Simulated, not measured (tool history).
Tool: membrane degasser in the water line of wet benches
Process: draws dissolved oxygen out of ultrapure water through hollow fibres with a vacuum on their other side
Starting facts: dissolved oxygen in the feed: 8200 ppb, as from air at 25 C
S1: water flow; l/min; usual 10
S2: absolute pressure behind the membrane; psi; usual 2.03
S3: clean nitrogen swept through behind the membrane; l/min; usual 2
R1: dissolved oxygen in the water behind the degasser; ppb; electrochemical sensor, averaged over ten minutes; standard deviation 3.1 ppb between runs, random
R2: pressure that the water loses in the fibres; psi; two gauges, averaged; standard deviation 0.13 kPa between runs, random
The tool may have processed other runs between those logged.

run 1 day=0 | S1=10 S2=2.03 S3=2 | R1=302.8 R2=4.714
run 2 day=1.95 | S1=10 S2=2.03 S3=2 | R1=308.3 R2=4.757
run 3 day=4.308 | S1=10 S2=2.03 S3=5.53 | R1=233.7 R2=4.746
run 4 day=7.129 | S1=10 S2=2.03 S3=5.53 | R1=229.9 R2=4.724
-- day=8.083 vacuum gauge calibrated
run 5 day=11.254 | S1=10 S2=2.03 S3=2 | R1=314.5 R2=4.762
run 6 day=15.504 | S1=10 S2=2.03 S3=1.96 | R1=308.4 R2=4.74
run 7 day=18.592 | S1=10 S2=2.03 S3=1.96 | R1=311.2 R2=4.779
run 8 day=20.383 | S1=10 S2=2.03 S3=1.96 | R1=316.3 R2=4.698
run 9 day=22.238 | S1=10 S2=2.03 S3=3.57 | R1=255.1 R2=4.754
run 10 day=24.825 | S1=7 S2=2.03 S3=2 | R1=202.4 R2=3.291
run 11 day=28.188 | S1=10 S2=2.03 S3=3.13 | R1=263.4 R2=4.734
run 12 day=32.125 | S1=10 S2=2.03 S3=3.13 | R1=265.2 R2=4.737
run 13 day=36.362 | S1=10 S2=2.03 S3=3.13 | R1=266.5 R2=4.709
run 14 day=38.262 | S1=10 S2=2.03 S3=3.13 | R1=263.4 R2=4.773
run 15 day=41.454 | S1=10 S2=2.03 S3=5.58 | R1=228.3 R2=4.754
run 16 day=45.725 | S1=10 S2=2.03 S3=2 | R1=308.7 R2=4.74
run 17 day=49.321 | S1=13 S2=2.65 S3=5.03 | R1=340.2 R2=6.15
run 18 day=52.021 | S1=10 S2=3.51 S3=2 | R1=422.6 R2=4.725
run 19 day=54.708 | S1=11 S2=1.29 S3=2.48 | R1=265.9 R2=5.229
run 20 day=58.108 | S1=13 S2=2.03 S3=4.32 | R1=328.1 R2=6.17
run 21 day=59.833 | S1=13 S2=2.03 S3=4.32 | R1=320.9 R2=6.142
run 22 day=63.525 | S1=7 S2=4.73 S3=1.4 | R1=445.6 R2=3.327
run 23 day=67.417 | S1=7 S2=4.73 S3=1.4 | R1=452.1 R2=3.317
run 24 day=69.971 | S1=7 S2=2.03 S3=2 | R1=203.8 R2=3.337
run 25 day=72.821 | S1=7 S2=2.03 S3=2 | R1=205 R2=3.295
run 26 day=75.35 | S1=12 S2=4.9 S3=2 | R1=619.4 R2=5.642
run 27 day=78.371 | S1=12 S2=4.9 S3=2 | R1=629.4 R2=5.664

Predict the results of run 28:
run 28 day=82.404 | S1=12 S2=4.9 S3=2 | R1=? R2=?

{"run 28": {"R1": 620.5, "R2": 5.665}}
Take away the tool's hidden state, keep the run-to-run variation as it was, and the same run would have given R1 620.1 ppb, R2 5.662 psi.

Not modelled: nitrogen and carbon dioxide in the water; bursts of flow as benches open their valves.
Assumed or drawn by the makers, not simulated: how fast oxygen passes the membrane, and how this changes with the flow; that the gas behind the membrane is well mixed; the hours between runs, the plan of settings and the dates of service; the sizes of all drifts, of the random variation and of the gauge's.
